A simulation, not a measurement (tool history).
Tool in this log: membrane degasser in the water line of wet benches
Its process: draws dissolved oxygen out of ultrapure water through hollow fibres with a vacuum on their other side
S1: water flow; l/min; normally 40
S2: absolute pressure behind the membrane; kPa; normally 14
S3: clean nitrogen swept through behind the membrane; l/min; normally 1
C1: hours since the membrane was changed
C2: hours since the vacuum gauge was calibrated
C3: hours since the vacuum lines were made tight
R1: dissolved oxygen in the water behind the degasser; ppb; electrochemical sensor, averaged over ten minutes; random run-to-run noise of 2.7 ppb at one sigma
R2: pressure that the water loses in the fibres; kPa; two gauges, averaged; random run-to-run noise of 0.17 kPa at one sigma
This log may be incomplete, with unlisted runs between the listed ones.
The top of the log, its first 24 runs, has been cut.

{"run": 25, "hour": 4351.5, "S1": 40, "S2": 31.3, "S3": 2.57, "C1": 13025, "C2": 1076, "C3": 3268, "R1": 908.4, "R2": 30.54}
{"run": 26, "hour": 4489.3, "S1": 36, "S2": 13.3, "S3": 1.43, "C1": 13163, "C2": 1213, "C3": 3405, "R1": 527.8, "R2": 27.67}
{"hour": 4697.4, "done": "membrane cartridge changed"}
{"run": 27, "hour": 4709.2, "S1": 36, "S2": 13.3, "S3": 1.43, "C1": 12, "C2": 1429, "C3": 3621, "R1": 524.2, "R2": 26.24}
{"run": 28, "hour": 4944.5, "S1": 36, "S2": 13.3, "S3": 1.43, "C1": 247, "C2": 1665, "C3": 3857, "R1": 528.9, "R2": 26.17}
{"run": 29, "hour": 5154.0, "S1": 25, "S2": 13.7, "S3": 0.52, "C1": 457, "C2": 1874, "C3": 4066, "R1": 891.9, "R2": 18.07}
{"run": 30, "hour": 5398.3, "S1": 40, "S2": 9.4, "S3": 1.66, "C1": 701, "C2": 2118, "C3": 4310, "R1": 322.6, "R2": 29.19}
{"run": 31, "hour": 5538.1, "S1": 40, "S2": 9.4, "S3": 1.63, "C1": 841, "C2": 2258, "C3": 4450, "R1": 329.8, "R2": 28.89}
{"run": 32, "hour": 5704.3, "S1": 41, "S2": 13.9, "S3": 1.63, "C1": 1007, "C2": 2424, "C3": 4616, "R1": 557.5, "R2": 29.65}

Here are 3 independent what-if runs from the current tool condition. What would each one return?
{"run": "A", "hour": 5919.2, "S1": 46, "S2": 14, "S3": 2.27, "C1": 1222, "C2": 2639, "C3": 4831, "R1": "?", "R2": "?"}
{"run": "B", "hour": 5919.2, "S1": 50, "S2": 10.5, "S3": 1.63, "C1": 1222, "C2": 2639, "C3": 4831, "R1": "?", "R2": "?"}
{"run": "C", "hour": 5919.2, "S1": 56, "S2": 14, "S3": 1, "C1": 1222, "C2": 2639, "C3": 4831, "R1": "?", "R2": "?"}

run=A R1=475.8 R2=33.6
run=B R1=460.5 R2=36.43
run=C R1=1035.1 R2=40.65
Take away the tool's hidden state, keep each run's random variation, and the runs would have read:
run=A R1=468.4 R2=33.43
run=B R1=452.7 R2=36.25
run=C R1=1027.5 R2=40.44
